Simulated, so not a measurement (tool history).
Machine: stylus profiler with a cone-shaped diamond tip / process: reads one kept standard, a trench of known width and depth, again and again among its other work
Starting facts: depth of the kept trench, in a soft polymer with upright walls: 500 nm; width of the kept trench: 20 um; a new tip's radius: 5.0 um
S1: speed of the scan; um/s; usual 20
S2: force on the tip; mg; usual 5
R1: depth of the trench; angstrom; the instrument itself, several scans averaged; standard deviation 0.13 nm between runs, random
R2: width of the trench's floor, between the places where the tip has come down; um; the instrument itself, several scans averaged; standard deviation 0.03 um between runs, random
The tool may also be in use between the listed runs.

| run | day | S1 | S2 | R1 | R2 |
|---|---|---|---|---|---|
| 1 | 0 | 20 | 5 | 5049.5 | 15.32 |
| 2 | 0.467 | 20 | 5 | 5050.5 | 15.39 |
| 3 | 1.071 | 20 | 11.58 | 5090.6 | 15.34 |
| 4 | 1.692 | 20 | 11.58 | 5092.8 | 15.36 |
| 5 | 2.446 | 20 | 5 | 5048.7 | 15.33 |
| 6 | 3.071 | 20 | 5 | 5050.9 | 15.35 |
| 7 | 3.667 | 20 | 5 | 5050.4 | 15.32 |
| 8 | 4.208 | 20 | 5 | 5051.7 | 15.29 |
| 9 | 4.633 | 20 | 14.72 | 5109.3 | 15.34 |
| 10 | 4.979 | 20 | 14.72 | 5110.8 | 15.34 |
| 11 | 5.596 | 18 | 14.72 | 5108 | 15.32 |
| 12 | 6.288 | 18 | 14.72 | 5107.2 | 15.33 |
| 13 | 6.996 | 18 | 14.72 | 5107.6 | 15.28 |
| 14 | 7.638 | 18 | 14.72 | 5107 | 15.29 |
| 15 | 8.117 | 20 | 5 | 5049.6 | 15.31 |
| 16 | 8.729 | 20 | 5 | 5049 | 15.28 |
| 17 | 9.167 | 20 | 5 | 5049 | 15.25 |
| 18 | 9.742 | 20 | 5 | 5049.1 | 15.27 |
| 19 | 10.271 | 20 | 5 | 5048.9 | 15.24 |
| 20 | 10.667 | 20 | 5 | 5048.2 | 15.25 |
| 21 | 11 | 20 | 5 | 5048.5 | 15.24 |
| 22 | 11.388 | 20 | 5 | 5048.6 | 15.22 |
| 23 | 11.871 | 10 | 5 | 5047.6 | 15.23 |
| 24 | 12.454 | 10 | 2.47 | 5029.7 | 15.25 |
| 25 | 12.996 | 29 | 7.91 | 5068.7 | 15.23 |
| 26 | 13.642 | 29 | 7.91 | 5069.2 | 15.21 |
| 27 | 13.992 | 7 | 4.55 | 5043.8 | 15.22 |
| 28 | 14.712 | 7 | 4.55 | 5047.3 | 15.2 |
| 29 | 15.479 | 17 | 14.71 | 5104.9 | 15.23 |
| 30 | 16.242 | 26 | 7.25 | 5063.4 | 15.17 |
| 31 | 16.958 | 14 | 12.47 | 5094 | 15.19 |
| 32 | 17.362 | 24 | 5.2 | 5048.1 | 15.23 |
| 33 | 17.758 | 31 | 3.34 | 5036.9 | 15.14 |
| 34 | 18.4 | 10 | 4.7 | 5045.4 | 15.24 |
| 35 | 18.862 | 10 | 4.7 | 5044.6 | 15.19 |
| 36 | 19.629 | 13 | 6.82 | 5060.6 | 15.18 |
| 37 | 20.246 | 13 | 6.82 | 5061.6 | 15.17 |
| 38 | 20.592 | 13 | 6.82 | 5062.5 | 15.18 |
| 39 | 21.212 | 65 | 5 | 5047.4 | 15.1 |
| 40 | 21.796 | 65 | 5 | 5049.9 | 15.02 |
| 41 | 22.346 | 65 | 5 | 5049 | 15.06 |
| 42 | 22.704 | 9 | 11.64 | 5087.6 | 15.18 |
| 43 | 23.283 | 13 | 11.23 | 5087.4 | 15.13 |
| 44 | 24.038 | 22 | 14.42 | 5104.9 | 15.1 |
| 45 | 24.738 | 22 | 14.42 | 5105 | 15.09 |
| 46 | 25.283 | 22 | 14.42 | 5103.5 | 15.09 |
| 47 | 25.846 | 14 | 12.96 | 5096.4 | 15.08 |

Consider 3 possible next runs. They are alternatives, not a sequence: every one starts from the tool as it was left by run 47. What does each give?
| A | 26.367 | 11 | 12.07 | ? | ? |
| B | 26.367 | 7 | 8.11 | ? | ? |
| C | 26.367 | 19 | 7.38 | ? | ? |

| run | R1 | R2 |
|---|---|---|
| A | 5090.7 | 15.14 |
| B | 5068.2 | 15.12 |
| C | 5063.8 | 15.11 |
With the hidden condition removed and each run's random variation left untouched, the same runs would have given:
| run | R1 | R2 |
|---|---|---|
| A | 5098.8 | 15.65 |
| B | 5076.3 | 15.63 |
| C | 5071.8 | 15.63 |
